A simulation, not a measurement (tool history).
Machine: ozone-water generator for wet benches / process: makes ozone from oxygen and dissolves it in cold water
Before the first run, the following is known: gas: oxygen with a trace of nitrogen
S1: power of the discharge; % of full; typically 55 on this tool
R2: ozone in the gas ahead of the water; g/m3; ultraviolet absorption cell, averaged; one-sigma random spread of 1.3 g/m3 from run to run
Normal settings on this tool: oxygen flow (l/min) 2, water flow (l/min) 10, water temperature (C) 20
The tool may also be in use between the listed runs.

Run 1, day 0: usual settings. Result: dissolved ozone (ppm) 18.2, R2 231.6 g/m3.
Run 2, day 2.196: usual settings. Result: dissolved ozone (ppm) 18.2, R2 232.2 g/m3.
Run 3, day 5.575: usual settings. Result: dissolved ozone (ppm) 18.1, R2 230.5 g/m3.
Run 4, day 8.479: usual settings but S1 95 % of full. Result: dissolved ozone (ppm) 24.3, R2 308.7 g/m3.
At day 9.017: contactor cleaned.
Run 5, day 13.175: usual settings but S1 95 % of full. Result: dissolved ozone (ppm) 24.1, R2 307.7 g/m3.
Run 6, day 16.317: usual settings but S1 95 % of full. Result: dissolved ozone (ppm) 23.9, R2 308 g/m3.
Run 7, day 18.546: usual settings. Result: dissolved ozone (ppm) 17.8, R2 228.7 g/m3.
Run 8, day 21.95: usual settings but S1 53 % of full, oxygen flow (l/min) 1.83, water flow (l/min) 11, water temperature (C) 15. Result: dissolved ozone (ppm) 16.6, R2 230.2 g/m3.
Run 9, day 25.658: usual settings but S1 53 % of full, oxygen flow (l/min) 1.83, water flow (l/min) 13, water temperature (C) 15. Result: dissolved ozone (ppm) 13.9, R2 230.1 g/m3.
At day 26.279: contactor cleaned, once more.
Run 10, day 30: usual settings but S1 53 % of full, oxygen flow (l/min) 1.83, water flow (l/min) 13, water temperature (C) 15. Result: dissolved ozone (ppm) 14.2, R2 229.5 g/m3.
Run 11, day 33.262: usual settings but S1 52 % of full, oxygen flow (l/min) 1.83, water flow (l/min) 11, water temperature (C) 19. Result: dissolved ozone (ppm) 15.9, R2 228.6 g/m3.
Run 12, day 36.442: usual settings but S1 46 % of full, water temperature (C) 15. Result: dissolved ozone (ppm) 17.6, R2 205.5 g/m3.
Run 13, day 39.488: usual settings but S1 46 % of full, oxygen flow (l/min) 1.91, water flow (l/min) 16, water temperature (C) 15. Result: dissolved ozone (ppm) 10.8, R2 208.6 g/m3.

4 options for the next run, each taken on its own from the tool as it stands now. Forecast them:
Run A, day 44.233: usual settings but S1 46 % of full, oxygen flow (l/min) 2.09, water flow (l/min) 16, water temperature (C) 15. Result: dissolved ozone (ppm) ?, R2 ?.
Run B, day 44.233: usual settings but S1 99 % of full, oxygen flow (l/min) 1.91, water flow (l/min) 16, water temperature (C) 14. Result: dissolved ozone (ppm) ?, R2 ?.
Run C, day 44.233: usual settings but oxygen flow (l/min) 2.24. Result: dissolved ozone (ppm) ?, R2 ?.
Run D, day 44.233: usual settings but S1 88 % of full, oxygen flow (l/min) 1.91, water temperature (C) 15. Result: dissolved ozone (ppm) ?, R2 ?.

run  dissolved ozone (ppm)     R2
  A                   10.9  202.9
  B                   15.8  318.4
  C                   18.1  217.1
  D                   24.4    294
Had the tool no hidden state, the same runs would have come out as:
run  dissolved ozone (ppm)     R2
  A                   11.5    212
  B                   17.1  340.7
  C                   19.2  228.1
  D                   26.2  313.4
